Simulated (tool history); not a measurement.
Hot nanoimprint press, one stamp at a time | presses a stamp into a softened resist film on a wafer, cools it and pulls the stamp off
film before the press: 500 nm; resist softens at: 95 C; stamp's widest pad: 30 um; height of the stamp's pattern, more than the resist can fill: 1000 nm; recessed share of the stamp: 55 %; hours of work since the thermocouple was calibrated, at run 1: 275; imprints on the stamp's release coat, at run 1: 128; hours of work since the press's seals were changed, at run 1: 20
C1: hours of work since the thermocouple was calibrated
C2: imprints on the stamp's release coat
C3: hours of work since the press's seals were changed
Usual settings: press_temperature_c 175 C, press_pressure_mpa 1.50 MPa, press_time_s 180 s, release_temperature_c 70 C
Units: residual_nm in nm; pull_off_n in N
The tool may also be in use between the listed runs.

{"run": 1, "hour": 0.0, "press_temperature_c": 175, "press_pressure_mpa": 1.5, "press_time_s": 180, "release_temperature_c": 70, "C1": 275, "C2": 128, "C3": 20, "residual_nm": 207.1, "pull_off_n": 178}
{"run": 2, "hour": 21.2, "press_temperature_c": 175, "press_pressure_mpa": 1.5, "press_time_s": 180, "release_temperature_c": 70, "C1": 291, "C2": 226, "C3": 36, "residual_nm": 206.9, "pull_off_n": 183}
{"run": 3, "hour": 38.3, "press_temperature_c": 175, "press_pressure_mpa": 1.5, "press_time_s": 180, "release_temperature_c": 70, "C1": 304, "C2": 305, "C3": 49, "residual_nm": 207.8, "pull_off_n": 175}
{"run": 4, "hour": 54.2, "press_temperature_c": 175, "press_pressure_mpa": 1.66, "press_time_s": 180, "release_temperature_c": 70, "C1": 315, "C2": 379, "C3": 60, "residual_nm": 196.9, "pull_off_n": 179}
{"run": 5, "hour": 71.8, "press_temperature_c": 169, "press_pressure_mpa": 1.5, "press_time_s": 180, "release_temperature_c": 70, "C1": 328, "C2": 460, "C3": 73, "residual_nm": 248.8, "pull_off_n": 177}
{"run": 6, "hour": 90.4, "press_temperature_c": 169, "press_pressure_mpa": 1.5, "press_time_s": 180, "release_temperature_c": 70, "C1": 342, "C2": 547, "C3": 87, "residual_nm": 249.0, "pull_off_n": 182}
{"run": 7, "hour": 103.1, "press_temperature_c": 175, "press_pressure_mpa": 1.5, "press_time_s": 180, "release_temperature_c": 70, "C1": 351, "C2": 606, "C3": 96, "residual_nm": 206.6, "pull_off_n": 183}
{"run": 8, "hour": 125.0, "press_temperature_c": 175, "press_pressure_mpa": 1.5, "press_time_s": 180, "release_temperature_c": 70, "C1": 367, "C2": 707, "C3": 112, "residual_nm": 207.8, "pull_off_n": 171}
{"run": 9, "hour": 147.3, "press_temperature_c": 175, "press_pressure_mpa": 1.5, "press_time_s": 180, "release_temperature_c": 70, "C1": 384, "C2": 810, "C3": 129, "residual_nm": 206.9, "pull_off_n": 177}
{"run": 10, "hour": 158.3, "press_temperature_c": 175, "press_pressure_mpa": 1.5, "press_time_s": 180, "release_temperature_c": 70, "C1": 392, "C2": 861, "C3": 137, "residual_nm": 206.9, "pull_off_n": 178}
{"run": 11, "hour": 170.9, "press_temperature_c": 175, "press_pressure_mpa": 1.5, "press_time_s": 180, "release_temperature_c": 70, "C1": 401, "C2": 919, "C3": 146, "residual_nm": 209.3, "pull_off_n": 172}
{"run": 12, "hour": 191.4, "press_temperature_c": 175, "press_pressure_mpa": 1.5, "press_time_s": 180, "release_temperature_c": 70, "C1": 416, "C2": 1014, "C3": 161, "residual_nm": 206.9, "pull_off_n": 178}
{"run": 13, "hour": 202.9, "press_temperature_c": 175, "press_pressure_mpa": 1.5, "press_time_s": 180, "release_temperature_c": 74, "C1": 425, "C2": 1068, "C3": 170, "residual_nm": 208.3, "pull_off_n": 160}
{"run": 14, "hour": 222.8, "press_temperature_c": 175, "press_pressure_mpa": 1.5, "press_time_s": 180, "release_temperature_c": 74, "C1": 440, "C2": 1160, "C3": 185, "residual_nm": 206.4, "pull_off_n": 167}
{"run": 15, "hour": 235.4, "press_temperature_c": 175, "press_pressure_mpa": 1.5, "press_time_s": 95, "release_temperature_c": 70, "C1": 449, "C2": 1218, "C3": 194, "residual_nm": 263.6, "pull_off_n": 176}
{"hour": 259.3, "done": "stamp cleaned and given a new release coat"}
{"run": 16, "hour": 262.8, "press_temperature_c": 175, "press_pressure_mpa": 1.47, "press_time_s": 95, "release_temperature_c": 70, "C1": 465, "C2": 17, "C3": 210, "residual_nm": 266.2, "pull_off_n": 177}
{"run": 17, "hour": 282.4, "press_temperature_c": 175, "press_pressure_mpa": 1.22, "press_time_s": 125, "release_temperature_c": 65, "C1": 479, "C2": 107, "C3": 224, "residual_nm": 258.6, "pull_off_n": 201}
{"run": 18, "hour": 302.9, "press_temperature_c": 175, "press_pressure_mpa": 1.22, "press_time_s": 125, "release_temperature_c": 65, "C1": 494, "C2": 202, "C3": 239, "residual_nm": 260.4, "pull_off_n": 193}
{"run": 19, "hour": 322.1, "press_temperature_c": 175, "press_pressure_mpa": 1.22, "press_time_s": 125, "release_temperature_c": 65, "C1": 508, "C2": 291, "C3": 253, "residual_nm": 259.0, "pull_off_n": 194}
{"run": 20, "hour": 333.6, "press_temperature_c": 175, "press_pressure_mpa": 1.22, "press_time_s": 125, "release_temperature_c": 65, "C1": 517, "C2": 344, "C3": 262, "residual_nm": 260.6, "pull_off_n": 185}
{"hour": 356.5, "done": "plate thermocouple calibrated"}
{"run": 21, "hour": 359.8, "press_temperature_c": 175, "press_pressure_mpa": 2.26, "press_time_s": 142, "release_temperature_c": 65, "C1": 2, "C2": 452, "C3": 279, "residual_nm": 190.8, "pull_off_n": 200}
{"run": 22, "hour": 384.4, "press_temperature_c": 175, "press_pressure_mpa": 2.26, "press_time_s": 142, "release_temperature_c": 65, "C1": 21, "C2": 566, "C3": 297, "residual_nm": 190.1, "pull_off_n": 194}

Run 23 comes next. What will it give?
{"run": 23, "hour": 408.0, "press_temperature_c": 175, "press_pressure_mpa": 2.26, "press_time_s": 142, "release_temperature_c": 65, "C1": 38, "C2": 676, "C3": 314, "residual_nm": "?", "pull_off_n": "?"}

Run 23 gave residual_nm 190.1 nm, pull_off_n 193 N.
Without the tool's hidden state the same run would have given residual_nm 190.0 nm, pull_off_n 192 N.
